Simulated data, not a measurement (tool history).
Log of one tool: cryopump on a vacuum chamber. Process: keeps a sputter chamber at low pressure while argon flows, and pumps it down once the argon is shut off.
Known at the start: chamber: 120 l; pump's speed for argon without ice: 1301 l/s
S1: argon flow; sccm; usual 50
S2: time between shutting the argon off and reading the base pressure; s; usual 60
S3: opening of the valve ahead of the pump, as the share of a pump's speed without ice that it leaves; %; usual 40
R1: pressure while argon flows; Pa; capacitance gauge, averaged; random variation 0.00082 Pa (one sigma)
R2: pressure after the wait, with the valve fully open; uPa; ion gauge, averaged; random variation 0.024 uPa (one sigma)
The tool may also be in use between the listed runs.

run    hour  S1   S2  S3      R1    R2
  1     0.0  50   60  40  0.1751  1.19
  2    54.4  54   60  40  0.1958  1.22
  3    88.1  54   69  40  0.2009  1.11
  4   138.2  50   60  40  0.1911  1.24
      188.6  -- pump warmed up, emptied and cooled again
  5   197.1  50   60  32  0.2051  1.04
  6   252.9  50   60  25  0.2647  1.09
  7   319.0  50   60  25  0.2688  1.16
  8   381.6  50   60  25  0.2712  1.15
  9   447.1  35   60  40  0.1246  1.25
 10   507.7  50   60  40  0.1869  1.24
 11   572.0  50   60  40  0.1933  1.33
      598.1  -- pump warmed up, emptied and cooled again
 12   619.4  50   53  40  0.1640  1.17
 13   669.3  50   60  40  0.1662  1.15
 14   710.8  50   60  40  0.1694  1.16
 15   740.2  50   60  40  0.1720  1.20
 16   799.2  50   60  40  0.1766  1.26
 17   844.9  50   60  40  0.1797  1.29
 18   898.8  29   60  52  0.0864  1.36
 19   946.4  57   22  40  0.2146  2.45
 20   985.4  57   22  40  0.2189  2.49
     1004.2  -- pump warmed up, emptied and cooled again
 21  1025.9  58   22  46  0.1676  2.33
 22  1065.6  58   22  46  0.1681  2.33
 23  1107.0  58   22  46  0.1731  2.31
 24  1164.1  58   22  38  0.2118  2.29
 25  1221.9  31  146  16  0.2597  0.95
 26  1269.0  21   37  16  0.1804  1.78
 27  1332.9  36   70  35  0.1523  1.27
 28  1398.2  36   70  35  0.1558  1.38
     1413.9  -- pump warmed up, emptied and cooled again
 29  1432.3  31  112  20  0.2028  0.87
 30  1471.6  26  222  40  0.0864  0.80
 31  1507.6  34   60  40  0.1151  1.25
 32  1541.6  64   73  40  0.2186  1.12
 33  1601.4  35   63  39  0.1256  1.29

Forecast each of these 3 alternatives for the next run:
  A  1641.5  50  75  40   ?   ?
  B  1641.5  43  60  40   ?   ?
  C  1641.5  50  60  35   ?   ?

run      R1    R2
  A  0.1775  1.24
  B  0.1538  1.31
  C  0.2014  1.38
Without the tool's hidden state the same runs would have given:
run      R1    R2
  A  0.1619  0.77
  B  0.1403  0.84
  C  0.1858  0.91

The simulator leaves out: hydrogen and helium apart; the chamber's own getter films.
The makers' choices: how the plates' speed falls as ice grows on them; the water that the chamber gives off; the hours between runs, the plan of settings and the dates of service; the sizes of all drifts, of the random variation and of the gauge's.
